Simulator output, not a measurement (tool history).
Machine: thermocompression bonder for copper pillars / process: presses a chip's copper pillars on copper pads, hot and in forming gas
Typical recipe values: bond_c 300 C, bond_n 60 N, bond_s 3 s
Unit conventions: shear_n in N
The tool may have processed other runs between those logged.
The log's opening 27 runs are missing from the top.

run,hour,bond_c,bond_n,bond_s,hours of work since the heater was calibrated,hours of work since the force cell was calibrated,hours of work since the gas filter was changed,shear_n
28,1585.9,300,51,2,596,969,79,43.3
29,1644.5,300,51,2,636,1009,118,43.1
30,1692.7,300,61,2,668,1041,151,46.7
31,1737.7,300,59,4,698,1071,181,57.3
32,1807.2,323,37,3,744,1117,227,49.3
# hour 1835.4: forming gas filter changed
33,1860,286,37,7,779,1152,16,50
34,1940,286,37,7,833,1206,70,50.2
35,1993.2,286,37,7,868,1241,105,50.4
36,2038.9,315,43,4,899,1272,136,56.3
37,2119.5,312,79,7,952,1325,190,75.2
# hour 2201.1: forming gas filter changed
38,2201.1,300,40,2,1007,1380,0,41.1
39,2246.6,300,60,2,1037,1410,30,50.4
# hour 2289.6: force cell calibrated
40,2289.6,276,60,3,1065,0,58,45.3

3 ways to go on from here, each from the tool as it stands after run 40. What would each give?
# hour 2334.5: heater calibrated with a thermocouple chip
A,2351.3,306,69,3,11,40,98,?
# hour 2334.5: heater calibrated with a thermocouple chip
B,2351.3,272,68,5,11,40,98,?
# hour 2334.5: heater calibrated with a thermocouple chip
C,2351.3,279,61,3,11,40,98,?

run,shear_n
A,55.6
B,48.7
C,41.3
Take away the tool's hidden state, keep each run's random variation, and the runs would have read:
run,shear_n
A,56.2
B,49.1
C,41.7
